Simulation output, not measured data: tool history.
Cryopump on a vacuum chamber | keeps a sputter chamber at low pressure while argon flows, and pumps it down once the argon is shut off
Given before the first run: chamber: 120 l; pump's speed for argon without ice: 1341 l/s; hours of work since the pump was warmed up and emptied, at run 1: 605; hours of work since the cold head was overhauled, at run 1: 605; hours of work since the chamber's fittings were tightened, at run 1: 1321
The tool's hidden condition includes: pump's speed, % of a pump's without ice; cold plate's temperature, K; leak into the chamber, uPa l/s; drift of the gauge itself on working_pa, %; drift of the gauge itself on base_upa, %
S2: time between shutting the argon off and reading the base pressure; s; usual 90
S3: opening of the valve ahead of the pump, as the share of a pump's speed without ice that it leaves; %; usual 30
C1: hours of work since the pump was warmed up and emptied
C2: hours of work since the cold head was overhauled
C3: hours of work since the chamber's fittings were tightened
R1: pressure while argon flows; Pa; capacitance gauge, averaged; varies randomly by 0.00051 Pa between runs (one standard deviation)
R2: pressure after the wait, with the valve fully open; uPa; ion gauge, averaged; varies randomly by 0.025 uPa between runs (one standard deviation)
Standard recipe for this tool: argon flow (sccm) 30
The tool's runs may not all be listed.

Run 1, day 0: usual settings; C1 605; C2 605; C3 1321. Result: R1 0.1313 Pa, R2 3.33 uPa.
Run 2, day 1.154: usual settings but S2 203 s; C1 627; C2 627; C3 1343. Result: R1 0.1307 Pa, R2 2.93 uPa.
Run 3, day 2.408: usual settings but S2 203 s; C1 651; C2 651; C3 1367. Result: R1 0.1327 Pa, R2 2.94 uPa.
Run 4, day 3.279: usual settings but S3 29 %; C1 667; C2 667; C3 1383. Result: R1 0.1356 Pa, R2 3.4 uPa.
Run 5, day 4.15: usual settings but S2 36 s; C1 683; C2 683; C3 1400. Result: R1 0.1322 Pa, R2 4.72 uPa.
Run 6, day 4.896: usual settings but S2 175 s; C1 697; C2 697; C3 1414. Result: R1 0.1313 Pa, R2 3.16 uPa.
Run 7, day 5.538: usual settings but S2 175 s; C1 710; C2 710; C3 1426. Result: R1 0.1319 Pa, R2 3.21 uPa.
Run 8, day 6.867: usual settings; C1 735; C2 735; C3 1451. Result: R1 0.1322 Pa, R2 3.72 uPa.
Run 9, day 7.558: usual settings; C1 748; C2 748; C3 1464. Result: R1 0.1315 Pa, R2 3.64 uPa.
Run 10, day 8.412: usual settings; C1 764; C2 764; C3 1480. Result: R1 0.1331 Pa, R2 3.56 uPa.
Run 11, day 9.2: usual settings; C1 779; C2 779; C3 1495. Result: R1 0.1321 Pa, R2 3.74 uPa.
Run 12, day 10.529: usual settings; C1 804; C2 804; C3 1520. Result: R1 0.1334 Pa, R2 3.8 uPa.

Run 13 has not been measured yet. What should we expect?
Run 13, day 11.671: usual settings but argon flow (sccm) 12, S2 255 s, S3 34 %; C1 825; C2 825; C3 1541. Result: R1 ?, R2 ?.

Run 13 produced R1 0.0465 Pa, R2 3.28 uPa.
Had the tool carried no hidden state, the very same run would have given R1 0.0439 Pa, R2 0.51 uPa.
